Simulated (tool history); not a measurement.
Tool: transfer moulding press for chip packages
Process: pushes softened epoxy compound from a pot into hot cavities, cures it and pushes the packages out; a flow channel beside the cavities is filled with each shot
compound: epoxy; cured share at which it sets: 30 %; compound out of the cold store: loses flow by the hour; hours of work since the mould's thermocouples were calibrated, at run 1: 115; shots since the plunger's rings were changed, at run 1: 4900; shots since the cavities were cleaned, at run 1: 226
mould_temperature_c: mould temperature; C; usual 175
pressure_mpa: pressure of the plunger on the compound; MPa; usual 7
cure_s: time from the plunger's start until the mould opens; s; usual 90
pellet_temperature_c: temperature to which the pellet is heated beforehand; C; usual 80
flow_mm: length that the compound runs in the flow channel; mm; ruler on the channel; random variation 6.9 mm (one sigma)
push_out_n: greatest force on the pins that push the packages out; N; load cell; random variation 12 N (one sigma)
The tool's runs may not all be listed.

run	hour	mould_temperature_c	pressure_mpa	cure_s	pellet_temperature_c	hours of work since the mould's thermocouples were calibrated	shots since the plunger's rings were changed	shots since the cavities were cleaned	incoming compound's hours out of the cold store	flow_mm	push_out_n
1	0	175	7	90	80	115	4900	226	27	755	725
2	12.9	168	7	90	80	120	5006	332	43.3	709	1159
3	22.1	168	7	90	80	124	5080	406	31.4	748	1297
# hour 31.9: cavities cleaned with cleaning compound and waxed
4	36.2	168	7	90	80	130	5183	35	23.7	780	904
5	50.1	168	7	90	80	136	5297	149	47.8	687	964
6	61	168	7	90	80	141	5386	238	16.6	795	1255
7	67.9	175	7	88	80	144	5442	294	38.6	704	826
8	78.4	175	7.05	91	80	149	5528	380	18.9	776	808
9	86.6	175	7.05	81	89	153	5595	447	19.5	760	1099
# hour 91.1: cavities cleaned with cleaning compound and waxed
10	100.2	182	7	90	80	158	5693	74	16.2	761	413
11	108	182	6.15	90	82	161	5757	138	32.7	658	450
12	117.4	174	7	90	80	166	5833	214	11.7	784	795
13	127.5	174	7	90	80	170	5916	297	46	683	770

3 ways to go on from here, each from the tool as it stands after run 13. What would each give?
A	137.9	175	7	100	89	175	6001	382	26.4	?	?
B	137.9	176	7	76	78	175	6001	382	20.1	?	?
C	137.9	168	8.11	90	88	175	6001	382	23.4	?	?

run	flow_mm	push_out_n
A	732	625
B	755	1255
C	817	1294
Without the tool's hidden state the same runs would have given:
run	flow_mm	push_out_n
A	821	402
B	846	800
C	915	825

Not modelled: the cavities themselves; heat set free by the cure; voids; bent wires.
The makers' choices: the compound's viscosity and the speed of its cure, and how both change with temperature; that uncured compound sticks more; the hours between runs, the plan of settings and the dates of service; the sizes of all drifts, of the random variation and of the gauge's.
